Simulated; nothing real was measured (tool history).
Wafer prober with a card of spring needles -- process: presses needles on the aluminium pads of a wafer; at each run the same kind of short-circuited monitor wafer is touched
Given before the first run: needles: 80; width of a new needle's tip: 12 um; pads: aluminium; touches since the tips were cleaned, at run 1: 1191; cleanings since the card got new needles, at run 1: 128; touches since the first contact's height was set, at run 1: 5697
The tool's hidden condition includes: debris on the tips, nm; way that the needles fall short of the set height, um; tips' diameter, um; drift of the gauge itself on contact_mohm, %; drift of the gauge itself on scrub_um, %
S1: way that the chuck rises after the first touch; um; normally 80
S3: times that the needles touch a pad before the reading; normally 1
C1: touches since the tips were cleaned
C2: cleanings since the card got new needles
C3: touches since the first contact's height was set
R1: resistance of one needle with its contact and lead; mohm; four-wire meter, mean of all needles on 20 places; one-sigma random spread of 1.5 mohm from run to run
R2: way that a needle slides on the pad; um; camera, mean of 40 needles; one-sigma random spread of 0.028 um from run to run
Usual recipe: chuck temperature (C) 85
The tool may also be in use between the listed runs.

{"run": 1, "day": 0.0, "S1": 80, "chuck temperature (C)": 85, "S3": 1, "C1": 1191, "C2": 128, "C3": 5697, "R1": 142, "R2": 12.66}
{"day": 0.138, "done": "tips cleaned on abrasive film"}
{"day": 0.317, "done": "tips cleaned on abrasive film"}
{"run": 2, "day": 0.371, "S1": 80, "chuck temperature (C)": 85, "S3": 1, "C1": 781, "C2": 130, "C3": 10965, "R1": 142, "R2": 12.69}
{"day": 0.5, "done": "tips cleaned on abrasive film"}
{"day": 0.712, "done": "tips cleaned on abrasive film"}
{"run": 3, "day": 0.733, "S1": 68, "chuck temperature (C)": 85, "S3": 1, "C1": 311, "C2": 132, "C3": 16087, "R1": 144, "R2": 10.85}
{"day": 0.896, "done": "tips cleaned on abrasive film"}
{"day": 1.121, "done": "tips cleaned on abrasive film"}
{"run": 4, "day": 1.271, "S1": 68, "chuck temperature (C)": 85, "S3": 1, "C1": 2181, "C2": 134, "C3": 23768, "R1": 143, "R2": 10.79}
{"day": 1.308, "done": "tips cleaned on abrasive film"}
{"day": 1.512, "done": "tips cleaned on abrasive film"}
{"day": 1.717, "done": "tips cleaned on abrasive film"}
{"day": 1.925, "done": "tips cleaned on abrasive film"}
{"run": 5, "day": 1.954, "S1": 68, "chuck temperature (C)": 85, "S3": 1, "C1": 432, "C2": 138, "C3": 33483, "R1": 143, "R2": 10.79}
{"day": 2.138, "done": "tips cleaned on abrasive film"}
{"day": 2.338, "done": "tips cleaned on abrasive film"}
{"run": 6, "day": 2.446, "S1": 65, "chuck temperature (C)": 85, "S3": 1, "C1": 1589, "C2": 140, "C3": 40507, "R1": 145, "R2": 10.34}
{"day": 2.542, "done": "tips cleaned on abrasive film"}
{"day": 2.746, "done": "tips cleaned on abrasive film"}
{"day": 2.942, "done": "tips cleaned on abrasive film"}
{"run": 7, "day": 2.942, "S1": 65, "chuck temperature (C)": 85, "S3": 1, "C1": 0, "C2": 143, "C3": 47483, "R1": 142, "R2": 10.37}
{"day": 3.158, "done": "tips cleaned on abrasive film"}
{"day": 3.375, "done": "tips cleaned on abrasive film"}
{"day": 3.596, "done": "tips cleaned on abrasive film"}
{"run": 8, "day": 3.642, "S1": 80, "chuck temperature (C)": 85, "S3": 1, "C1": 665, "C2": 146, "C3": 57480, "R1": 142, "R2": 12.77}
{"day": 3.808, "done": "tips cleaned on abrasive film"}
{"day": 4.029, "done": "tips cleaned on abrasive film"}
{"day": 4.242, "done": "tips cleaned on abrasive film"}
{"run": 9, "day": 4.246, "S1": 80, "chuck temperature (C)": 85, "S3": 1, "C1": 78, "C2": 149, "C3": 66115, "R1": 142, "R2": 12.83}
{"day": 4.467, "done": "tips cleaned on abrasive film"}
{"day": 4.671, "done": "tips cleaned on abrasive film"}
{"day": 4.883, "done": "tips cleaned on abrasive film"}
{"run": 10, "day": 4.979, "S1": 80, "chuck temperature (C)": 85, "S3": 1, "C1": 1377, "C2": 152, "C3": 76533, "R1": 139, "R2": 12.78}
{"day": 5.067, "done": "tips cleaned on abrasive film"}
{"day": 5.279, "done": "tips cleaned on abrasive film"}
{"run": 11, "day": 5.3, "S1": 80, "chuck temperature (C)": 85, "S3": 3, "C1": 261, "C2": 154, "C3": 81083, "R1": 139, "R2": 12.82}
{"day": 5.5, "done": "tips cleaned on abrasive film"}
{"day": 5.717, "done": "tips cleaned on abrasive film"}
{"day": 5.925, "done": "tips cleaned on abrasive film"}
{"run": 12, "day": 6.004, "S1": 80, "chuck temperature (C)": 85, "S3": 3, "C1": 1189, "C2": 157, "C3": 91160, "R1": 139, "R2": 12.84}
{"day": 6.117, "done": "tips cleaned on abrasive film"}
{"day": 6.296, "done": "tips cleaned on abrasive film"}
{"run": 13, "day": 6.317, "S1": 80, "chuck temperature (C)": 85, "S3": 3, "C1": 320, "C2": 159, "C3": 95588, "R1": 141, "R2": 12.86}
{"day": 6.483, "done": "tips cleaned on abrasive film"}
{"day": 6.683, "done": "tips cleaned on abrasive film"}
{"run": 14, "day": 6.833, "S1": 80, "chuck temperature (C)": 85, "S3": 3, "C1": 2142, "C2": 161, "C3": 102933, "R1": 139, "R2": 12.88}
{"day": 6.879, "done": "tips cleaned on abrasive film"}
{"day": 7.004, "done": "gauge calibrated"}
{"day": 7.079, "done": "tips cleaned on abrasive film"}
{"day": 7.3, "done": "tips cleaned on abrasive film"}
{"day": 7.512, "done": "tips cleaned on abrasive film"}
{"run": 15, "day": 7.525, "S1": 64, "chuck temperature (C)": 85, "S3": 2, "C1": 203, "C2": 165, "C3": 112742, "R1": 142, "R2": 10.07}
{"day": 7.7, "done": "tips cleaned on abrasive film"}
{"day": 7.912, "done": "tips cleaned on abrasive film"}
{"run": 16, "day": 8.038, "S1": 93, "chuck temperature (C)": 96, "S3": 1, "C1": 1822, "C2": 167, "C3": 120057, "R1": 142, "R2": 14.73}
{"day": 8.129, "done": "tips cleaned on abrasive film"}
{"day": 8.342, "done": "tips cleaned on abrasive film"}
{"day": 8.521, "done": "tips cleaned on abrasive film"}
{"run": 17, "day": 8.667, "S1": 82, "chuck temperature (C)": 38, "S3": 1, "C1": 2091, "C2": 170, "C3": 129017, "R1": 132, "R2": 13.02}
{"day": 8.717, "done": "tips cleaned on abrasive film"}
{"day": 8.896, "done": "tips cleaned on abrasive film"}
{"run": 18, "day": 9.033, "S1": 82, "chuck temperature (C)": 38, "S3": 1, "C1": 1968, "C2": 172, "C3": 134205, "R1": 133, "R2": 13.03}
{"day": 9.079, "done": "tips cleaned on abrasive film"}
{"day": 9.308, "done": "tips cleaned on abrasive film"}
{"day": 9.517, "done": "tips cleaned on abrasive film"}
{"day": 9.742, "done": "tips cleaned on abrasive film"}
{"run": 19, "day": 9.767, "S1": 82, "chuck temperature (C)": 38, "S3": 1, "C1": 341, "C2": 176, "C3": 144614, "R1": 131, "R2": 13.04}
{"day": 9.933, "done": "tips cleaned on abrasive film"}
{"day": 10.142, "done": "tips cleaned on abrasive film"}
{"day": 10.354, "done": "tips cleaned on abrasive film"}
{"run": 20, "day": 10.383, "S1": 80, "chuck temperature (C)": 28, "S3": 2, "C1": 396, "C2": 179, "C3": 153388, "R1": 129, "R2": 12.72}
{"day": 10.558, "done": "tips cleaned on abrasive film"}
{"day": 10.742, "done": "tips cleaned on abrasive film"}
{"run": 21, "day": 10.879, "S1": 92, "chuck temperature (C)": 39, "S3": 1, "C1": 2004, "C2": 181, "C3": 160483, "R1": 132, "R2": 14.7}
{"day": 10.929, "done": "tips cleaned on abrasive film"}
{"day": 11.138, "done": "tips cleaned on abrasive film"}
{"day": 11.333, "done": "tips cleaned on abrasive film"}
{"day": 11.538, "done": "tips cleaned on abrasive film"}
{"run": 22, "day": 11.625, "S1": 63, "chuck temperature (C)": 85, "S3": 1, "C1": 1263, "C2": 185, "C3": 171056, "R1": 145, "R2": 10.06}
{"day": 11.758, "done": "tips cleaned on abrasive film"}
{"day": 11.971, "done": "tips cleaned on abrasive film"}
{"day": 12.188, "done": "tips cleaned on abrasive film"}
{"run": 23, "day": 12.271, "S1": 80, "chuck temperature (C)": 113, "S3": 1, "C1": 1249, "C2": 188, "C3": 180307, "R1": 146, "R2": 12.82}
{"day": 12.408, "done": "tips cleaned on abrasive film"}
{"day": 12.546, "done": "height of the first contact set anew"}
{"day": 12.625, "done": "tips cleaned on abrasive film"}
{"day": 12.804, "done": "tips cleaned on abrasive film"}
{"run": 24, "day": 12.858, "S1": 80, "chuck temperature (C)": 113, "S3": 1, "C1": 760, "C2": 191, "C3": 4431, "R1": 146, "R2": 12.87}
{"day": 12.996, "done": "tips cleaned on abrasive film"}
{"day": 13.212, "done": "tips cleaned on abrasive film"}
{"day": 13.433, "done": "tips cleaned on abrasive film"}
{"run": 25, "day": 13.45, "S1": 89, "chuck temperature (C)": 53, "S3": 2, "C1": 194, "C2": 194, "C3": 12831, "R1": 133, "R2": 14.31}
{"day": 13.621, "done": "tips cleaned on abrasive film"}
{"day": 13.829, "done": "tips cleaned on abrasive film"}
{"day": 14.017, "done": "tips cleaned on abrasive film"}
{"run": 26, "day": 14.062, "S1": 89, "chuck temperature (C)": 53, "S3": 2, "C1": 648, "C2": 197, "C3": 21558, "R1": 137, "R2": 14.38}

Some steps in R2 between neighbouring runs. How much of each would the tool show without its hidden state too (settings, what came in, random variation), and how much is left for the hidden state, with any gauge scatter that isn't in both results?
Run 14 -> 15: S1 80 -> 64, S3 3 -> 2, tips cleaned on abrasive film, gauge calibrated, tips cleaned on abrasive film, tips cleaned on abrasive film, tips cleaned on abrasive film. R2 -2.81 um: hidden state -0.19, all else -2.62.
Run 15 -> 16: S1 64 -> 93, chuck temperature (C) 85 -> 96, S3 2 -> 1, tips cleaned on abrasive film, tips cleaned on abrasive film. R2 +4.66 um: hidden state +0.02, all else +4.64.
Run 21 -> 22: S1 92 -> 63, chuck temperature (C) 39 -> 85, tips cleaned on abrasive film, tips cleaned on abrasive film, tips cleaned on abrasive film, tips cleaned on abrasive film. R2 -4.64 um: hidden state -0.03, all else -4.61.
Run 22 -> 23: S1 63 -> 80, chuck temperature (C) 85 -> 113, tips cleaned on abrasive film, tips cleaned on abrasive film, tips cleaned on abrasive film. R2 +2.76 um: hidden state +0.05, all else +2.71.
